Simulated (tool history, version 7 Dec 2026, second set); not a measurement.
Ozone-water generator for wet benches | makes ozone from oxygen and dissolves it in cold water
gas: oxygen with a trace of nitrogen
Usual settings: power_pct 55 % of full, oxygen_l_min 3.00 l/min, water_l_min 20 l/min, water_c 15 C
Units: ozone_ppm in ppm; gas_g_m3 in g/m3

run,day,power_pct,oxygen_l_min,water_l_min,water_c,ozone_ppm,gas_g_m3
1,0.000,55,3.00,20,15,14.5,163.4
2,4.158,55,3.00,20,15,14.5,162.0
3,7.517,55,2.22,20,15,13.9,198.3
4,12.550,55,2.22,20,15,14.1,197.6
5,16.796,55,2.22,20,15,14.2,197.1
6,20.267,92,2.18,20,21,17.5,259.8
7,25.750,55,4.14,20,10,15.2,130.2
8,33.925,74,3.00,20,15,16.8,188.7
9,40.512,95,3.00,20,15,19.3,213.1
10,44.942,95,4.20,32,10,13.3,171.3

Measured less the same run without the tool's hidden state. The same run-to-run variation is in both; the gauge's scatter may not be:
The hidden state here: yield of the discharge, % of new electrodes'; contactor's efficiency, % of a clean one's; true water temperature over the reading, C; drift of the gauge itself on ozone_ppm, %; drift of the gauge itself on gas_g_m3, %.
run,gas_g_m3
1,-0.1
2,-0.4
3,-0.8
4,-1.1
5,-1.5
6,-2.3
7,-1.4
8,-2.7
9,-3.7
10,-3.3
ozone_ppm: within 0.1 ppm of the measured result in every run.
